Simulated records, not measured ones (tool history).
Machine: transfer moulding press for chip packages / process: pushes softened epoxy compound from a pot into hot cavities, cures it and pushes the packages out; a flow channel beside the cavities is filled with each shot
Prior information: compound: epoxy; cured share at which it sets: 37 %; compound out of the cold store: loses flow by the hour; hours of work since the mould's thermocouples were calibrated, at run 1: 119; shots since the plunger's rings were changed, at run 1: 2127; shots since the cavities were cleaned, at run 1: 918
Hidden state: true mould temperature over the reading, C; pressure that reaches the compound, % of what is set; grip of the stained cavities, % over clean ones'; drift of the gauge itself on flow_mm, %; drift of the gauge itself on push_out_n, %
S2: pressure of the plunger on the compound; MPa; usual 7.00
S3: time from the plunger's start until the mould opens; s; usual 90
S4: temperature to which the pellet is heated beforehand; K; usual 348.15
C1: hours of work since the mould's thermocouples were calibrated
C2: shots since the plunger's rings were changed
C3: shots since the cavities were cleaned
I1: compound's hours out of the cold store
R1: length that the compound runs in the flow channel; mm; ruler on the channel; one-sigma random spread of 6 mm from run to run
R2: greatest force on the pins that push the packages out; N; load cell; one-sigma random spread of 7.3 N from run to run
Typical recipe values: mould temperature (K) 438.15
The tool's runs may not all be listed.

{"run": 1, "hour": 0.0, "mould temperature (K)": 438.15, "S2": 7.0, "S3": 90, "S4": 348.15, "C1": 119, "C2": 2127, "C3": 918, "I1": 42.4, "R1": 626, "R2": 611}
{"run": 2, "hour": 15.8, "mould temperature (K)": 438.15, "S2": 7.0, "S3": 90, "S4": 348.15, "C1": 131, "C2": 2363, "C3": 1154, "I1": 35.6, "R1": 644, "R2": 639}
{"hour": 18.7, "done": "cavities cleaned with cleaning compound and waxed"}
{"run": 3, "hour": 48.3, "mould temperature (K)": 438.15, "S2": 7.0, "S3": 90, "S4": 348.15, "C1": 154, "C2": 2827, "C3": 442, "I1": 42.7, "R1": 625, "R2": 510}
{"run": 4, "hour": 68.3, "mould temperature (K)": 438.15, "S2": 7.0, "S3": 90, "S4": 348.15, "C1": 169, "C2": 3125, "C3": 740, "I1": 21.6, "R1": 689, "R2": 618}
{"run": 5, "hour": 83.0, "mould temperature (K)": 438.15, "S2": 7.0, "S3": 90, "S4": 348.15, "C1": 179, "C2": 3346, "C3": 961, "I1": 24.0, "R1": 675, "R2": 630}
{"hour": 98.7, "done": "cavities cleaned with cleaning compound and waxed"}
{"run": 6, "hour": 100.0, "mould temperature (K)": 438.15, "S2": 7.0, "S3": 90, "S4": 348.15, "C1": 191, "C2": 3577, "C3": 19, "I1": 17.6, "R1": 697, "R2": 339}
{"run": 7, "hour": 128.8, "mould temperature (K)": 438.15, "S2": 7.0, "S3": 104, "S4": 348.15, "C1": 212, "C2": 4008, "C3": 450, "I1": 23.3, "R1": 669, "R2": 451}
{"run": 8, "hour": 143.9, "mould temperature (K)": 438.15, "S2": 7.0, "S3": 94, "S4": 348.15, "C1": 223, "C2": 4233, "C3": 675, "I1": 13.6, "R1": 703, "R2": 581}
{"hour": 159.9, "done": "plunger's sealing rings changed"}
{"run": 9, "hour": 173.3, "mould temperature (K)": 436.15, "S2": 7.0, "S3": 90, "S4": 348.15, "C1": 243, "C2": 200, "C3": 1078, "I1": 19.4, "R1": 743, "R2": 748}
{"hour": 181.0, "done": "cavities cleaned with cleaning compound and waxed"}
{"run": 10, "hour": 192.6, "mould temperature (K)": 436.15, "S2": 7.0, "S3": 90, "S4": 348.15, "C1": 256, "C2": 467, "C3": 174, "I1": 31.3, "R1": 703, "R2": 484}
{"run": 11, "hour": 213.2, "mould temperature (K)": 436.15, "S2": 7.0, "S3": 90, "S4": 348.15, "C1": 271, "C2": 775, "C3": 482, "I1": 25.5, "R1": 725, "R2": 653}
{"run": 12, "hour": 226.4, "mould temperature (K)": 438.15, "S2": 7.0, "S3": 76, "S4": 348.15, "C1": 281, "C2": 973, "C3": 680, "I1": 36.2, "R1": 671, "R2": 803}
{"run": 13, "hour": 256.6, "mould temperature (K)": 443.15, "S2": 7.0, "S3": 90, "S4": 348.15, "C1": 303, "C2": 1424, "C3": 1131, "I1": 25.7, "R1": 671, "R2": 520}
{"hour": 261.6, "done": "cavities cleaned with cleaning compound and waxed"}
{"run": 14, "hour": 288.3, "mould temperature (K)": 443.15, "S2": 7.0, "S3": 90, "S4": 348.15, "C1": 326, "C2": 1875, "C3": 399, "I1": 20.6, "R1": 684, "R2": 428}
{"run": 15, "hour": 302.6, "mould temperature (K)": 436.15, "S2": 5.9, "S3": 108, "S4": 354.15, "C1": 336, "C2": 2090, "C3": 614, "I1": 19.0, "R1": 660, "R2": 499}
{"run": 16, "hour": 328.4, "mould temperature (K)": 436.15, "S2": 5.9, "S3": 108, "S4": 354.15, "C1": 355, "C2": 2474, "C3": 998, "I1": 48.0, "R1": 566, "R2": 543}
{"hour": 343.1, "done": "cavities cleaned with cleaning compound and waxed"}
{"run": 17, "hour": 349.6, "mould temperature (K)": 438.15, "S2": 7.0, "S3": 90, "S4": 349.15, "C1": 370, "C2": 2770, "C3": 97, "I1": 33.0, "R1": 665, "R2": 374}
{"run": 18, "hour": 376.8, "mould temperature (K)": 438.15, "S2": 6.33, "S3": 91, "S4": 349.15, "C1": 390, "C2": 3176, "C3": 503, "I1": 46.0, "R1": 578, "R2": 514}
{"run": 19, "hour": 405.3, "mould temperature (K)": 438.15, "S2": 6.33, "S3": 91, "S4": 349.15, "C1": 411, "C2": 3603, "C3": 930, "I1": 42.7, "R1": 586, "R2": 574}
{"hour": 423.2, "done": "cavities cleaned with cleaning compound and waxed"}
{"run": 20, "hour": 431.2, "mould temperature (K)": 438.15, "S2": 7.0, "S3": 89, "S4": 348.15, "C1": 429, "C2": 3967, "C3": 119, "I1": 9.9, "R1": 713, "R2": 416}
{"run": 21, "hour": 457.7, "mould temperature (K)": 437.15, "S2": 5.48, "S3": 110, "S4": 348.15, "C1": 448, "C2": 4364, "C3": 516, "I1": 39.1, "R1": 546, "R2": 467}
{"hour": 467.4, "done": "plunger's sealing rings changed"}
{"run": 22, "hour": 481.2, "mould temperature (K)": 442.15, "S2": 6.52, "S3": 100, "S4": 341.15, "C1": 464, "C2": 207, "C3": 830, "I1": 17.1, "R1": 682, "R2": 492}
{"run": 23, "hour": 498.8, "mould temperature (K)": 442.15, "S2": 6.52, "S3": 100, "S4": 341.15, "C1": 477, "C2": 469, "C3": 1092, "I1": 43.8, "R1": 619, "R2": 494}
{"hour": 506.4, "done": "cavities cleaned with cleaning compound and waxed"}
{"run": 24, "hour": 525.6, "mould temperature (K)": 442.15, "S2": 7.0, "S3": 90, "S4": 344.15, "C1": 496, "C2": 849, "C3": 288, "I1": 44.4, "R1": 635, "R2": 382}
{"run": 25, "hour": 555.8, "mould temperature (K)": 438.15, "S2": 6.28, "S3": 105, "S4": 344.15, "C1": 518, "C2": 1300, "C3": 739, "I1": 9.8, "R1": 708, "R2": 511}
{"run": 26, "hour": 569.9, "mould temperature (K)": 438.15, "S2": 7.0, "S3": 102, "S4": 348.15, "C1": 528, "C2": 1511, "C3": 950, "I1": 40.9, "R1": 637, "R2": 520}
{"hour": 586.2, "done": "cavities cleaned with cleaning compound and waxed"}
{"run": 27, "hour": 586.8, "mould temperature (K)": 438.15, "S2": 8.69, "S3": 77, "S4": 342.15, "C1": 540, "C2": 1741, "C3": 9, "I1": 13.6, "R1": 823, "R2": 451}

Take each entry between the runs: how does the hidden state at the last listed run before it differ from the hidden state at the first listed run after it?
Logged between run 2 and run 3: cavities cleaned with cleaning compound and waxed (hour 18.7)
  true mould temperature over the reading, C: -0.1 -> -0.06; pressure that reaches the compound, % of what is set: 91.53 -> 90.04; grip of the stained cavities, % over clean ones': 108.4 -> 68.4
  measured minus no-state result, R1: -29 -> -33 mm; R2: +335 -> +209 N
Logged between run 5 and run 6: cavities cleaned with cleaning compound and waxed (hour 98.7)
  true mould temperature over the reading, C: -0.02 -> 0.01; pressure that reaches the compound, % of what is set: 88.33 -> 87.67; grip of the stained cavities, % over clean ones': 102.2 -> 5.4
  measured minus no-state result, R1: -44 -> -48 mm; R2: +320 -> +18 N
Logged between run 8 and run 9: plunger's sealing rings changed (hour 159.9)
  true mould temperature over the reading, C: 0.06 -> 0.1; pressure that reaches the compound, % of what is set: 85.48 -> 99.18; grip of the stained cavities, % over clean ones': 88.9 -> 106.9
  measured minus no-state result, R1: -57 -> -4 mm; R2: +272 -> +387 N
Logged between run 9 and run 10: cavities cleaned with cleaning compound and waxed (hour 181.0)
  true mould temperature over the reading, C: 0.1 -> 0.12; pressure that reaches the compound, % of what is set: 99.18 -> 98.21; grip of the stained cavities, % over clean ones': 106.9 -> 34.4
  measured minus no-state result, R1: -4 -> -7 mm; R2: +387 -> +121 N
Logged between run 13 and run 14: cavities cleaned with cleaning compound and waxed (hour 261.6)
  true mould temperature over the reading, C: 0.21 -> 0.25; pressure that reaches the compound, % of what is set: 95.15 -> 93.7; grip of the stained cavities, % over clean ones': 108 -> 67.8
  measured minus no-state result, R1: -18 -> -24 mm; R2: +269 -> +171 N
Logged between run 16 and run 17: cavities cleaned with cleaning compound and waxed (hour 343.1)
  true mould temperature over the reading, C: 0.31 -> 0.33; pressure that reaches the compound, % of what is set: 91.88 -> 90.81; grip of the stained cavities, % over clean ones': 104.4 -> 20
  measured minus no-state result, R1: -25 -> -35 mm; R2: +274 -> +57 N
Logged between run 19 and run 20: cavities cleaned with cleaning compound and waxed (hour 423.2)
  true mould temperature over the reading, C: 0.41 -> 0.44; pressure that reaches the compound, % of what is set: 88.22 -> 87.21; grip of the stained cavities, % over clean ones': 101.1 -> 27.5
  measured minus no-state result, R1: -39 -> -52 mm; R2: +285 -> +80 N
Logged between run 21 and run 22: plunger's sealing rings changed (hour 467.4)
  true mould temperature over the reading, C: 0.48 -> 0.51; pressure that reaches the compound, % of what is set: 85.8 -> 98.82; grip of the stained cavities, % over clean ones': 78.5 -> 98.9
  measured minus no-state result, R1: -45 -> -5 mm; R2: +197 -> +241 N
Logged between run 23 and run 24: cavities cleaned with cleaning compound and waxed (hour 506.4)
  true mould temperature over the reading, C: 0.53 -> 0.56; pressure that reaches the compound, % of what is set: 98 -> 96.71; grip of the stained cavities, % over clean ones': 107.4 -> 51.3
  measured minus no-state result, R1: -8 -> -13 mm; R2: +255 -> +127 N
Logged between run 26 and run 27: cavities cleaned with cleaning compound and waxed (hour 586.2)
  true mould temperature over the reading, C: 0.62 -> 0.64; pressure that reaches the compound, % of what is set: 94.48 -> 93.74; grip of the stained cavities, % over clean ones': 102.6 -> 4.9
  measured minus no-state result, R1: -20 -> -30 mm; R2: +263 -> -4 N
